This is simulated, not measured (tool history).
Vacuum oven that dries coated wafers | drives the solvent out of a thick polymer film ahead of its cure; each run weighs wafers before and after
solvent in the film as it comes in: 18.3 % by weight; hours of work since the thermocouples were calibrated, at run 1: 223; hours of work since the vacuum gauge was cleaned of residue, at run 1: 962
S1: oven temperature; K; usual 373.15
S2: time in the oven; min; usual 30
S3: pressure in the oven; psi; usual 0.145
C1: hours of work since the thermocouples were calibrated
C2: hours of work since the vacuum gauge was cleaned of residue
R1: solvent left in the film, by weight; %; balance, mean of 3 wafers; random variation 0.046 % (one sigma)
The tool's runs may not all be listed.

run 1 day=0 | S1=373.15 S2=30 S3=0.145 | C1=223 C2=962 | R1=4.2
run 2 day=0.867 | S1=373.15 S2=30 S3=0.145 | C1=237 C2=976 | R1=4.34
run 3 day=1.704 | S1=373.15 S2=30 S3=0.145 | C1=250 C2=989 | R1=4.27
run 4 day=3.367 | S1=373.15 S2=30 S3=0.145 | C1=276 C2=1016 | R1=4.27
run 5 day=5.054 | S1=373.15 S2=30 S3=0.145 | C1=303 C2=1042 | R1=4.33
run 6 day=6.754 | S1=373.15 S2=30 S3=0.482 | C1=329 C2=1069 | R1=7.23
run 7 day=8.346 | S1=373.15 S2=30 S3=0.482 | C1=355 C2=1094 | R1=7.13
run 8 day=9.521 | S1=373.15 S2=30 S3=0.145 | C1=373 C2=1113 | R1=4.2
run 9 day=10.562 | S1=373.15 S2=30 S3=0.145 | C1=390 C2=1129 | R1=4.24
run 10 day=12.4 | S1=373.15 S2=30 S3=0.145 | C1=419 C2=1158 | R1=4.26
run 11 day=13.883 | S1=373.15 S2=30 S3=0.145 | C1=442 C2=1181 | R1=4.29
run 12 day=15.054 | S1=373.15 S2=30 S3=0.145 | C1=460 C2=1200 | R1=4.22
run 13 day=17.021 | S1=373.15 S2=30 S3=0.145 | C1=491 C2=1231 | R1=4.16
run 14 day=18.425 | S1=373.15 S2=25 S3=0.145 | C1=514 C2=1253 | R1=5.11
run 15 day=19.438 | S1=373.15 S2=25 S3=0.145 | C1=530 C2=1269 | R1=5.01
run 16 day=21.458 | S1=373.15 S2=25 S3=0.145 | C1=561 C2=1301 | R1=5.1
run 17 day=23.412 | S1=373.15 S2=25 S3=0.145 | C1=592 C2=1332 | R1=5
run 18 day=24.883 | S1=373.15 S2=30 S3=0.145 | C1=615 C2=1355 | R1=4.35

Forecast run 19:
run 19 day=26.904 | S1=385.15 S2=16 S3=0.252 | C1=647 C2=1387 | R1=?

Run 19 gave R1 4.78 %.
Without the tool's hidden state the same run would have given R1 4.74 %.
